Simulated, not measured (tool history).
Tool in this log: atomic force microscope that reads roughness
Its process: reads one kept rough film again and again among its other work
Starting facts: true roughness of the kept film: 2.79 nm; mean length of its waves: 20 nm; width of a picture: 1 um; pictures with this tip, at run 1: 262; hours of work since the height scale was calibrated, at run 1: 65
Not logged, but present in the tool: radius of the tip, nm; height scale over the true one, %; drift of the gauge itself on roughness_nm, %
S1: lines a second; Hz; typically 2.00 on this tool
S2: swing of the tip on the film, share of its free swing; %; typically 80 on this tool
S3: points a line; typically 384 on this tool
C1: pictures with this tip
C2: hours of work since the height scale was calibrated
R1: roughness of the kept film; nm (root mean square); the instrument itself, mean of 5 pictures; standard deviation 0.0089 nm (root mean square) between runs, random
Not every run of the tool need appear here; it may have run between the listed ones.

run	day	S1	S2	S3	C1	C2	R1
1	0.000	2.00	80	384	262	65	1.453
2	0.550	0.66	80	384	283	74	1.610
3	1.058	0.66	80	384	303	83	1.592
4	1.750	2.00	80	384	330	96	1.366
# day 1.925: new tip fitted
5	2.442	2.00	80	384	20	108	1.939
6	2.767	2.00	80	384	33	114	1.928
7	3.221	2.00	80	384	51	122	1.877
8	3.833	1.27	80	384	74	133	1.936
9	4.467	2.00	80	384	99	144	1.778
10	5.033	2.00	60	384	121	154	1.975
11	5.550	2.00	60	384	141	163	1.932
12	6.221	2.00	60	384	168	176	1.858
13	6.588	2.00	60	384	182	182	1.841
14	7.075	2.00	60	384	201	191	1.801
15	7.425	1.46	80	384	214	197	1.643
16	7.983	2.00	80	384	236	207	1.536
17	8.592	2.09	80	384	260	218	1.481
18	8.954	2.09	80	335	274	224	1.465
19	9.500	2.00	80	384	295	234	1.450
20	10.229	2.00	80	384	324	247	1.419
# day 10.538: new tip fitted
21	10.800	2.00	80	384	10	257	1.953
22	11.325	2.00	80	384	31	267	1.899
23	12.050	2.00	80	384	59	280	1.846
24	12.504	2.00	80	384	77	288	1.796
25	13.054	2.00	86	384	98	297	1.661
26	13.512	2.00	84	625	116	306	1.667
27	14.158	2.12	84	554	141	317	1.611
28	14.633	2.12	84	554	160	326	1.571
29	15.104	1.66	62	736	178	334	1.867
30	15.450	1.66	62	736	192	340	1.831
31	16.133	3.83	71	809	218	353	1.523
32	16.829	1.06	56	395	245	365	1.788
33	17.446	1.06	56	395	269	376	1.739
34	18.033	0.66	80	707	292	387	1.670
35	18.554	1.00	71	268	312	396	1.580
36	19.104	3.54	65	689	334	406	1.475
# day 19.167: new tip fitted
37	19.571	3.54	65	689	15	414	2.017
38	20.150	3.54	65	689	38	424	1.955
39	20.879	3.54	65	689	66	437	1.908
40	21.504	3.54	65	689	91	448	1.851
41	21.967	1.99	81	318	109	457	1.705
42	22.692	0.86	85	318	137	470	1.808
43	23.050	0.86	85	318	151	476	1.769
44	23.725	0.86	61	318	177	488	1.891
45	24.304	1.56	80	384	200	499	1.637
46	24.842	1.92	80	376	221	508	1.549
47	25.371	1.92	80	376	242	518	1.520

Had the tool no unlogged condition, and each run kept its random variation, what would the results have been?
run	R1
1	1.979
2	2.237
3	2.251
4	1.978
5	1.984
6	2.000
7	1.989
8	2.106
9	1.988
10	2.259
11	2.263
12	2.243
13	2.252
14	2.248
15	2.080
16	1.988
17	1.957
18	1.962
19	1.982
20	1.987
21	1.985
22	1.980
23	1.990
24	1.978
25	1.875
26	1.922
27	1.904
28	1.896
29	2.292
30	2.285
31	1.946
32	2.348
33	2.337
34	2.291
35	2.208
36	2.095
37	2.080
38	2.072
39	2.094
40	2.086
41	1.956
42	2.142
43	2.124
44	2.332
45	2.069
46	1.996
47	1.996
